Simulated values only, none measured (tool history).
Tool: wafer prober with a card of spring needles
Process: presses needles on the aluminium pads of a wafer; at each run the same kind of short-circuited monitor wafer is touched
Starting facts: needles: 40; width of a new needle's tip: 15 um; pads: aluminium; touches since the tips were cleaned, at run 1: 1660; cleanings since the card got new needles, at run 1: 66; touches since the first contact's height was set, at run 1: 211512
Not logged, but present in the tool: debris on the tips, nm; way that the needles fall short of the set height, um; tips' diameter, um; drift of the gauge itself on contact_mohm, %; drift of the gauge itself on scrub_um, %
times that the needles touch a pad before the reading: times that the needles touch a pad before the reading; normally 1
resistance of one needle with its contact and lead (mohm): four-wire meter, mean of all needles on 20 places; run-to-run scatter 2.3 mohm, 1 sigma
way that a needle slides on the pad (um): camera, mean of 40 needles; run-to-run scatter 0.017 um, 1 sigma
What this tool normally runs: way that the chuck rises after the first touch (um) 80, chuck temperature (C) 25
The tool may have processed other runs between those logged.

run	hour	way that the chuck rises after the first touch (um)	chuck temperature (C)	times that the needles touch a pad before the reading	touches since the tips were cleaned	cleanings since the card got new needles	touches since the first contact's height was set	resistance of one needle with its contact and lead (mohm)	way that a needle slides on the pad (um)
1	0.0	80	25	1	1660	66	211512	297	9.71
# hour 10.5: tips cleaned on abrasive film
2	23.5	80	25	1	4981	67	220445	329	9.73
# hour 26.5: tips cleaned on abrasive film
3	38.8	80	25	1	4689	68	226223	318	9.69
# hour 43.2: tips cleaned on abrasive film
# hour 58.3: tips cleaned on abrasive film
4	60.2	80	25	1	751	70	234314	280	9.68
# hour 72.8: height of the first contact set anew
# hour 74.3: tips cleaned on abrasive film
5	88.7	80	122	1	5499	71	6030	349	9.54
# hour 91.1: tips cleaned on abrasive film
# hour 106.0: tips cleaned on abrasive film
6	112.4	80	122	1	2448	73	15008	327	9.54
# hour 122.3: tips cleaned on abrasive film
7	125.0	80	122	1	1032	74	19763	308	9.52
# hour 139.2: height of the first contact set anew, once more
# hour 139.3: tips cleaned on abrasive film
# hour 154.4: tips cleaned on abrasive film
8	155.8	95	25	1	510	76	6246	267	11.94
# hour 170.6: tips cleaned on abrasive film
9	171.9	80	25	1	512	77	12363	275	10.04
# hour 187.2: tips cleaned on abrasive film
10	193.3	80	25	1	2312	78	20457	301	10.02
# hour 202.3: tips cleaned on abrasive film
# hour 217.3: tips cleaned on abrasive film
11	219.5	80	25	1	860	80	30384	278	10.01
# hour 232.3: tips cleaned on abrasive film
12	245.3	80	25	1	4936	81	40156	320	9.98
# hour 247.9: tips cleaned on abrasive film
13	262.1	80	25	2	5415	82	46533	299	9.98
# hour 263.5: tips cleaned on abrasive film
# hour 280.0: tips cleaned on abrasive film
14	284.2	80	25	2	1600	84	54880	280	9.94
# hour 295.0: tips cleaned on abrasive film
15	297.4	80	25	2	915	85	59878	271	9.93
# hour 310.4: tips cleaned on abrasive film
16	319.2	80	25	2	3387	86	68149	289	9.93
# hour 327.3: tips cleaned on abrasive film
# hour 342.2: tips cleaned on abrasive film
17	348.2	80	91	2	2270	88	79104	299	9.91
# hour 357.7: tips cleaned on abrasive film
18	371.5	98	77	1	5242	89	87934	316	12.15
# hour 373.3: tips cleaned on abrasive film
# hour 389.6: tips cleaned on abrasive film
19	401.5	80	25	1	4536	91	99305	321	9.89
# hour 404.5: tips cleaned on abrasive film
# hour 421.1: tips cleaned on abrasive film
20	421.1	85	26	1	0	93	106695	265	10.48
# hour 437.1: tips cleaned on abrasive film
21	447.8	62	92	2	4096	94	116824	331	7.59
# hour 453.1: tips cleaned on abrasive film
# hour 469.4: tips cleaned on abrasive film
22	478.6	62	92	1	3478	96	128463	357	7.58
# hour 485.8: tips cleaned on abrasive film
# hour 501.2: tips cleaned on abrasive film
23	501.2	80	87	3	0	98	137008	283	9.83
24	515.3	99	87	3	5379	98	142387	291	12.21
# hour 517.4: tips cleaned on abrasive film
25	529.4	92	57	2	4596	99	147728	298	11.32
# hour 532.7: tips cleaned on abrasive film
26	545.7	84	92	1	4964	100	153890	331	10.31
# hour 547.5: tips cleaned on abrasive film
27	560.3	81	37	2	4850	101	159401	303	9.92
# hour 562.7: tips cleaned on abrasive film
# hour 579.8: tips cleaned on abrasive film
28	586.5	98	93	3	2552	103	169307	291	12.04
# hour 596.9: tips cleaned on abrasive film
29	606.2	81	36	1	3548	104	176784	319	9.93
# hour 613.3: tips cleaned on abrasive film
# hour 628.6: tips cleaned on abrasive film
30	634.4	88	124	2	2213	106	187452	305	10.77
# hour 644.9: tips cleaned on abrasive film
31	655.9	63	35	1	4197	107	195624	367	7.61
# hour 661.2: tips cleaned on abrasive film
# hour 677.2: tips cleaned on abrasive film
32	686.2	77	77	1	3448	109	207101	336	9.32

Predict each of these 4 candidate next runs independently; none follows another, all start after run 32:
# hour 692.4: tips cleaned on abrasive film
A	704.2	77	91	1	4524	110	213919	?	?
# hour 692.4: tips cleaned on abrasive film
B	704.2	98	47	1	4524	110	213919	?	?
# hour 692.4: tips cleaned on abrasive film
C	704.2	63	77	2	4524	110	213919	?	?
# hour 692.4: tips cleaned on abrasive film
D	704.2	79	77	1	4524	110	213919	?	?

run	resistance of one needle with its contact and lead (mohm)	way that a needle slides on the pad (um)
A	343	9.31
B	309	11.98
C	334	7.59
D	337	9.60
With the hidden condition removed and each run's random variation left untouched, the same runs would have given:
run	resistance of one needle with its contact and lead (mohm)	way that a needle slides on the pad (um)
A	276	9.66
B	262	12.33
C	274	7.94
D	272	9.94
